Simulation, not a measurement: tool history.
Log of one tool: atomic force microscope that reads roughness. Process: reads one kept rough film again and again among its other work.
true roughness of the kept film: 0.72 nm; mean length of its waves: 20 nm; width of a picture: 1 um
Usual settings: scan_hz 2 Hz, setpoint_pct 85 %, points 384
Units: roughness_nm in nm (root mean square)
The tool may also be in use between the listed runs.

run,hour,scan_hz,setpoint_pct,points,roughness_nm
1,0,2,85,384,0.492
# hour 26.5: new tip fitted
2,51.3,2,90,384,0.494
3,99.5,2,90,384,0.472
4,143.8,2,85,384,0.492
# hour 166.3: new tip fitted
5,205,2,85,384,0.516
6,247.4,2,85,384,0.502
7,296.1,2,85,384,0.467
# hour 306.9: new tip fitted
8,363.2,2,85,384,0.505
9,394.2,2,85,384,0.497
# hour 445.6: new tip fitted
10,446.4,2,55,384,0.662
11,495.2,2,55,384,0.63
12,561.7,1.78,55,384,0.599
# hour 587.4: new tip fitted
13,624.6,2,71,384,0.583
14,681.9,2.02,85,384,0.485
# hour 727.3: new tip fitted
15,745.4,2,85,384,0.533
16,778.4,2,85,384,0.511
17,837.9,2,85,384,0.491
# hour 866.9: new tip fitted
18,866.9,2,85,348,0.542
19,921,2,85,348,0.522
20,974.7,2,85,348,0.485
# hour 1008.8: new tip fitted
21,1008.8,2,85,384,0.542
22,1050.5,2,85,298,0.516
23,1079.9,1.01,62,298,0.617
24,1146.5,0.69,73,298,0.572
# hour 1150.9: new tip fitted
25,1176.3,0.69,73,298,0.64
26,1238.8,2,77,517,0.536
27,1273.8,2,67,828,0.565
# hour 1292.6: new tip fitted
28,1316.2,0.6,62,298,0.657
29,1365.5,0.6,59,333,0.643
# hour 1369.5: height scale calibrated on a step standard
30,1420.6,0.6,59,333,0.62
# hour 1432.7: new tip fitted
31,1485.1,2.07,68,385,0.595
# hour 1516: height scale calibrated on a step standard, once more
32,1540.7,1.01,67,400,0.582
# hour 1572.6: new tip fitted
33,1599.8,1.01,67,400,0.624
34,1638.4,2.42,59,563,0.608
35,1698.8,2.42,59,563,0.577
# hour 1717.5: new tip fitted
36,1763.5,2.49,69,637,0.566
37,1791.8,2,63,384,0.594
# hour 1857.7: new tip fitted
38,1857.7,0.94,85,282,0.594

The next listed run, before its measurement:
39,1914.1,2.46,85,576,?

roughness_nm: 0.479 nm (root mean square)
Without the tool's hidden state the same run would have given roughness_nm 0.505 nm (root mean square).
